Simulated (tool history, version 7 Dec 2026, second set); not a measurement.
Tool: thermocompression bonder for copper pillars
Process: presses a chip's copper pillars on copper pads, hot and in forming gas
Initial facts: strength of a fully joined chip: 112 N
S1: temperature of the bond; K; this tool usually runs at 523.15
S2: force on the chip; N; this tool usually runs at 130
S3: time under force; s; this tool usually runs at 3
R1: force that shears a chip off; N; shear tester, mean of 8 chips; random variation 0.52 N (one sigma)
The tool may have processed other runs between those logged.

run 1 hour=0 | S1=523.15 S2=130 S3=3 | R1=60.1
run 2 hour=42.9 | S1=523.15 S2=130 S3=3 | R1=58.3
run 3 hour=72.5 | S1=523.15 S2=130 S3=3 | R1=58.8
run 4 hour=103.5 | S1=523.15 S2=130 S3=3 | R1=57.4
run 5 hour=139.5 | S1=523.15 S2=130 S3=2 | R1=49.1
-- hour=144.9 forming gas filter changed
run 6 hour=176.1 | S1=523.15 S2=130 S3=2 | R1=52.3
run 7 hour=246.1 | S1=528.15 S2=130 S3=3 | R1=63.1
run 8 hour=289.1 | S1=495.15 S2=130 S3=3 | R1=43.7
run 9 hour=338.6 | S1=495.15 S2=130 S3=3 | R1=44.9
run 10 hour=392.4 | S1=495.15 S2=130 S3=3 | R1=43.1
run 11 hour=433.3 | S1=543.15 S2=130 S3=3 | R1=67.5
-- hour=482.9 forming gas filter changed
run 12 hour=482.9 | S1=543.15 S2=130 S3=3 | R1=70.1
run 13 hour=518.5 | S1=523.15 S2=130 S3=7 | R1=77.3
run 14 hour=559.7 | S1=523.15 S2=130 S3=3 | R1=60
run 15 hour=614.3 | S1=523.15 S2=130 S3=3 | R1=58.8
run 16 hour=646.5 | S1=551.15 S2=130 S3=3 | R1=71.7
run 17 hour=697.9 | S1=547.15 S2=130 S3=3 | R1=69.9
run 18 hour=759.4 | S1=535.15 S2=83 S3=3 | R1=48.3
run 19 hour=797.4 | S1=503.15 S2=83 S3=2 | R1=28.9
-- hour=821.3 forming gas filter changed
run 20 hour=827 | S1=503.15 S2=83 S3=2 | R1=30.6
run 21 hour=856.2 | S1=546.15 S2=111 S3=2 | R1=57.6
run 22 hour=905.7 | S1=523.15 S2=163 S3=3 | R1=66.6
run 23 hour=951.7 | S1=523.15 S2=163 S3=3 | R1=65.8
run 24 hour=993.1 | S1=523.15 S2=163 S3=3 | R1=66.5
run 25 hour=1039.6 | S1=545.15 S2=130 S3=3 | R1=68.3
run 26 hour=1085.3 | S1=539.15 S2=80 S3=2 | R1=42.5
run 27 hour=1138 | S1=539.15 S2=80 S3=2 | R1=41.3
-- hour=1157 forming gas filter changed
run 28 hour=1208.4 | S1=530.15 S2=143 S3=3 | R1=66.3
run 29 hour=1276.1 | S1=530.15 S2=143 S3=3 | R1=64.7
run 30 hour=1309.3 | S1=530.15 S2=143 S3=3 | R1=64.7

Run 31 has not been measured yet. What should we expect?
run 31 hour=1358.6 | S1=523.15 S2=92 S3=3 | R1=?

R1: 45.6 N
Without the tool's hidden state the same run would have given R1 48.3 N.
